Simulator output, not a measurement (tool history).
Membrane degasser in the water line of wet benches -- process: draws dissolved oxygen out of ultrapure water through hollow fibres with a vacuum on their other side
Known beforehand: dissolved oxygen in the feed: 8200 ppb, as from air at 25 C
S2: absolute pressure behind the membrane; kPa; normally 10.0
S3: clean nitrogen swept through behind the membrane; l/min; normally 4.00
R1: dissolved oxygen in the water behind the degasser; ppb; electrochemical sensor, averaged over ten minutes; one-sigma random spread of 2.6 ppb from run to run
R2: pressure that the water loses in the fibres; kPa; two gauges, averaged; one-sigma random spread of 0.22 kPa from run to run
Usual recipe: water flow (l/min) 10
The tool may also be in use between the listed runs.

{"run": 1, "hour": 0.0, "water flow (l/min)": 10, "S2": 10.0, "S3": 4.0, "R1": 274.2, "R2": 56.53}
{"run": 2, "hour": 192.5, "water flow (l/min)": 10, "S2": 10.0, "S3": 4.0, "R1": 280.0, "R2": 56.94}
{"run": 3, "hour": 381.3, "water flow (l/min)": 10, "S2": 10.0, "S3": 4.0, "R1": 277.1, "R2": 57.04}
{"run": 4, "hour": 511.1, "water flow (l/min)": 10, "S2": 10.0, "S3": 4.0, "R1": 280.2, "R2": 56.8}
{"run": 5, "hour": 643.3, "water flow (l/min)": 10, "S2": 10.0, "S3": 4.0, "R1": 280.6, "R2": 57.03}
{"run": 6, "hour": 813.9, "water flow (l/min)": 10, "S2": 10.0, "S3": 4.0, "R1": 278.3, "R2": 56.6}
{"run": 7, "hour": 994.2, "water flow (l/min)": 10, "S2": 10.0, "S3": 4.0, "R1": 281.0, "R2": 57.12}
{"run": 8, "hour": 1182.9, "water flow (l/min)": 10, "S2": 10.0, "S3": 4.0, "R1": 281.5, "R2": 56.82}
{"run": 9, "hour": 1361.9, "water flow (l/min)": 10, "S2": 10.0, "S3": 4.0, "R1": 279.8, "R2": 57.5}
{"run": 10, "hour": 1531.7, "water flow (l/min)": 7, "S2": 10.4, "S3": 1.84, "R1": 153.2, "R2": 39.9}
{"run": 11, "hour": 1619.6, "water flow (l/min)": 7, "S2": 10.4, "S3": 1.84, "R1": 151.6, "R2": 39.8}
{"run": 12, "hour": 1709.2, "water flow (l/min)": 7, "S2": 10.4, "S3": 1.84, "R1": 155.8, "R2": 39.89}
{"run": 13, "hour": 1859.8, "water flow (l/min)": 7, "S2": 10.4, "S3": 1.84, "R1": 152.4, "R2": 40.01}
{"run": 14, "hour": 2022.3, "water flow (l/min)": 7, "S2": 10.4, "S3": 3.41, "R1": 121.7, "R2": 40.2}
{"run": 15, "hour": 2177.7, "water flow (l/min)": 12, "S2": 20.5, "S3": 7.15, "R1": 459.8, "R2": 68.47}
{"run": 16, "hour": 2336.1, "water flow (l/min)": 12, "S2": 20.5, "S3": 7.15, "R1": 453.4, "R2": 68.72}
{"run": 17, "hour": 2455.6, "water flow (l/min)": 14, "S2": 10.3, "S3": 5.17, "R1": 585.9, "R2": 80.25}

Put back what was entered between runs (2 entries, withheld): which listed runs does each sit between, and how does the hidden state differ from the listed run before to the listed run after?
Run 1 -> run 2: vacuum gauge calibrated (hour 69.7)
  membrane still open, %: 98.6 -> 98.5; true pressure behind the membrane over the reading, kPa: -0.02 -> 0.07; air that leaks in behind the membrane, l/min: 0.0213 -> 0.0216
  measured less the result without the state, R1: +13.3 -> +14.9 ppb; R2: +0.77 -> +0.82 kPa
Run 15 -> run 16: seals of the vacuum lines changed (hour 2332.3)
  air that leaks in behind the membrane, l/min: 0.0254 -> 0.0037
  measured less the result without the state, R1: +31.9 -> +28.6 ppb; R2: +1.62 -> +1.67 kPa
